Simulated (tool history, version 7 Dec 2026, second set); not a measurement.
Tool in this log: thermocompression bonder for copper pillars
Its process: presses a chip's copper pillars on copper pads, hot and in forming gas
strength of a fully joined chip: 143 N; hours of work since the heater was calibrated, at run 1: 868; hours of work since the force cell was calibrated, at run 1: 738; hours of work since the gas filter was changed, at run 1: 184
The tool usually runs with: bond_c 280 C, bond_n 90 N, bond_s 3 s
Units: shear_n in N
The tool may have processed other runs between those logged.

run,hour,bond_c,bond_n,bond_s,hours of work since the heater was calibrated,hours of work since the force cell was calibrated,hours of work since the gas filter was changed,shear_n
1,0.0,280,90,3,868,738,184,102.7
2,29.0,292,90,3,887,756,203,112.3
3,48.7,292,90,3,900,769,216,111.9
4,72.2,292,123,3,915,785,231,127.7
5,97.0,280,90,3,931,801,247,101.7
6,119.6,280,90,3,946,816,262,102.1
7,136.0,284,90,3,956,826,273,104.6
8,164.2,280,56,3,975,845,291,68.2
9,176.8,280,56,3,983,853,299,68.1
10,200.0,280,56,3,998,868,314,67.9
11,217.7,280,56,9,1010,880,326,95.2
12,244.7,280,90,8,1027,897,344,120.0
13,264.5,280,104,3,1040,910,357,109.2
14,292.0,280,90,3,1058,928,374,100.3
15,314.2,280,90,3,1073,943,389,100.5
16,330.0,280,90,3,1083,953,399,100.4
17,347.2,280,90,3,1094,964,411,99.6
18,360.5,280,90,3,1103,973,419,99.5
19,378.4,280,90,3,1115,984,431,100.2
20,393.0,280,90,3,1124,994,440,99.7
21,407.8,250,79,6,1134,1004,450,78.8
22,430.4,250,79,6,1149,1018,465,78.9
23,457.8,250,79,6,1166,1036,483,78.9
# hour 470.8: forming gas filter changed
24,471.0,284,79,4,1175,1045,0,109.5
25,488.8,292,62,6,1186,1056,12,109.1
26,507.3,292,58,6,1198,1068,24,105.1
27,526.1,272,60,4,1211,1081,36,77.8
28,550.6,295,90,7,1227,1097,52,133.1
29,577.0,295,90,7,1244,1114,69,132.9
30,605.8,281,84,7,1263,1133,88,121.3
31,618.7,286,90,2,1271,1141,97,102.0
32,645.2,302,73,3,1288,1158,114,111.0
33,661.5,280,97,3,1299,1169,124,112.0
34,687.3,292,89,9,1316,1186,141,132.5
# hour 695.4: heater calibrated with a thermocouple chip
35,713.8,275,89,9,12,1202,157,119.2
36,733.7,272,90,5,25,1215,170,104.2
37,751.3,272,90,5,36,1226,182,104.1
38,774.1,257,90,3,51,1241,197,76.2
39,802.5,257,90,3,70,1260,215,75.4

The logged runs with the hidden state left out (each run's random variation unchanged):
Hidden conditions of the tool in this case: true temperature of the bond over the reading, C; force that reaches the chip, % of what is set; oxide that the forming gas leaves, % of the face; drift of the gauge itself on shear_n, %.
run,shear_n
1,98.8
2,109.9
3,109.6
4,128.7
5,98.5
6,99.1
7,102.2
8,64.3
9,64.2
10,64.1
11,92.4
12,121.5
13,108.7
14,98.7
15,99.0
16,99.1
17,98.4
18,98.5
19,99.3
20,98.8
21,75.6
22,75.8
23,76.0
24,100.4
25,100.4
26,96.2
27,68.7
28,129.3
29,129.4
30,115.2
31,93.8
32,104.1
33,104.8
34,131.1
35,119.8
36,103.9
37,104.0
38,75.2
39,74.6

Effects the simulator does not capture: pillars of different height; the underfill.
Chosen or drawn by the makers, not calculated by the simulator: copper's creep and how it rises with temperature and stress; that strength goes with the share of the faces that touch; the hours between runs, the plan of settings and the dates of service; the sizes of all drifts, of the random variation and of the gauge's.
